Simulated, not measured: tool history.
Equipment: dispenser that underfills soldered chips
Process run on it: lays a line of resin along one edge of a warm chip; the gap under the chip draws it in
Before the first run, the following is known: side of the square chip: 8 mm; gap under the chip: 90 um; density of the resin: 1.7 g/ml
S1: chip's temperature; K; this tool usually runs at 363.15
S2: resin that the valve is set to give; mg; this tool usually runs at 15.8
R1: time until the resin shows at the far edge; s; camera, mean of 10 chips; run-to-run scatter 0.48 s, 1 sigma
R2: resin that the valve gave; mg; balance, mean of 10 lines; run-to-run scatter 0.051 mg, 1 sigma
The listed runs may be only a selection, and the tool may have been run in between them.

run	hour	S1	S2	R1	R2
1	0.0	363.15	15.8	49.0	14.69
# hour 2.5: dispensing valve cleaned and set on the balance
2	3.7	363.15	17.5	53.3	17.50
# hour 4.8: new syringe of resin
3	7.7	363.15	15.7	42.7	15.52
4	11.6	363.15	16.1	49.5	16.02
# hour 15.5: new syringe of resin
5	16.5	363.15	13.6	41.3	13.44
6	19.4	363.15	15.8	44.7	15.64
7	23.2	363.15	15.8	51.8	15.70
# hour 26.3: new syringe of resin
8	28.0	349.15	14.9	79.1	14.73
9	32.4	349.15	15.2	94.0	15.07
10	34.8	377.15	13.9	29.5	13.75
# hour 37.2: new syringe of resin
11	37.2	377.15	13.9	21.3	13.73
12	40.8	363.15	18.7	43.7	18.35
13	45.4	353.15	18.6	81.6	18.25

Forecast each of these 5 alternatives for the next run:
# hour 47.9: new syringe of resin
A	48.1	367.15	15.8	?	?
# hour 47.9: new syringe of resin
B	48.1	353.15	14.2	?	?
# hour 47.9: new syringe of resin
C	48.1	375.15	15.8	?	?
# hour 47.9: new syringe of resin
D	48.1	352.15	14.3	?	?
# hour 47.9: new syringe of resin
E	48.1	350.15	19.7	?	?

run	R1	R2
A	32.0	15.54
B	62.2	14.03
C	23.1	15.57
D	66.1	14.09
E	69.9	19.30
With the hidden condition removed and each run's random variation left untouched, the same runs would have given:
run	R1	R2
A	31.6	15.80
B	61.3	14.26
C	22.8	15.83
D	65.2	14.33
E	69.1	19.62
